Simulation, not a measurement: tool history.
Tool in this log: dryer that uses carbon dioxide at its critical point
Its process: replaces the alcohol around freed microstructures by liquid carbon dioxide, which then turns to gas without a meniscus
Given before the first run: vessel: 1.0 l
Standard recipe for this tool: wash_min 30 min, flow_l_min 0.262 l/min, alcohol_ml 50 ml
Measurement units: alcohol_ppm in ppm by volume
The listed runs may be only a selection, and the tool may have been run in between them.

run 1 hour=0 | wash_min=30 flow_l_min=0.262 alcohol_ml=50 | alcohol_ppm=95
run 2 hour=11.3 | wash_min=30 flow_l_min=0.262 alcohol_ml=50 | alcohol_ppm=105
run 3 hour=16.6 | wash_min=30 flow_l_min=0.262 alcohol_ml=50 | alcohol_ppm=102
run 4 hour=27.1 | wash_min=30 flow_l_min=0.262 alcohol_ml=50 | alcohol_ppm=96
run 5 hour=32.6 | wash_min=30 flow_l_min=0.192 alcohol_ml=50 | alcohol_ppm=498
run 6 hour=43.9 | wash_min=30 flow_l_min=0.262 alcohol_ml=50 | alcohol_ppm=100
run 7 hour=49 | wash_min=30 flow_l_min=0.393 alcohol_ml=50 | alcohol_ppm=16
run 8 hour=57.1 | wash_min=30 flow_l_min=0.393 alcohol_ml=50 | alcohol_ppm=21
run 9 hour=68.4 | wash_min=37 flow_l_min=0.262 alcohol_ml=32 | alcohol_ppm=23
run 10 hour=78 | wash_min=37 flow_l_min=0.262 alcohol_ml=32 | alcohol_ppm=23
run 11 hour=86.4 | wash_min=22 flow_l_min=0.272 alcohol_ml=33 | alcohol_ppm=285
run 12 hour=91.5 | wash_min=22 flow_l_min=0.272 alcohol_ml=33 | alcohol_ppm=288
run 13 hour=98.7 | wash_min=47 flow_l_min=0.208 alcohol_ml=37 | alcohol_ppm=22
run 14 hour=105.5 | wash_min=24 flow_l_min=0.276 alcohol_ml=37 | alcohol_ppm=193
run 15 hour=112.2 | wash_min=24 flow_l_min=0.179 alcohol_ml=43 | alcohol_ppm=1459

Predict each of these 4 candidate next runs independently; none follows another, all start after run 15:
run A hour=120.1 | wash_min=24 flow_l_min=0.179 alcohol_ml=56 | alcohol_ppm=?
run B hour=120.1 | wash_min=31 flow_l_min=0.177 alcohol_ml=85 | alcohol_ppm=?
run C hour=120.1 | wash_min=45 flow_l_min=0.262 alcohol_ml=58 | alcohol_ppm=?
run D hour=120.1 | wash_min=24 flow_l_min=0.227 alcohol_ml=104 | alcohol_ppm=?

run=A alcohol_ppm=1818
run=B alcohol_ppm=1067
run=C alcohol_ppm=17
run=D alcohol_ppm=1338
Without the tool's hidden state the same runs would have given:
run=A alcohol_ppm=1371
run=B alcohol_ppm=740
run=C alcohol_ppm=6
run=D alcohol_ppm=931
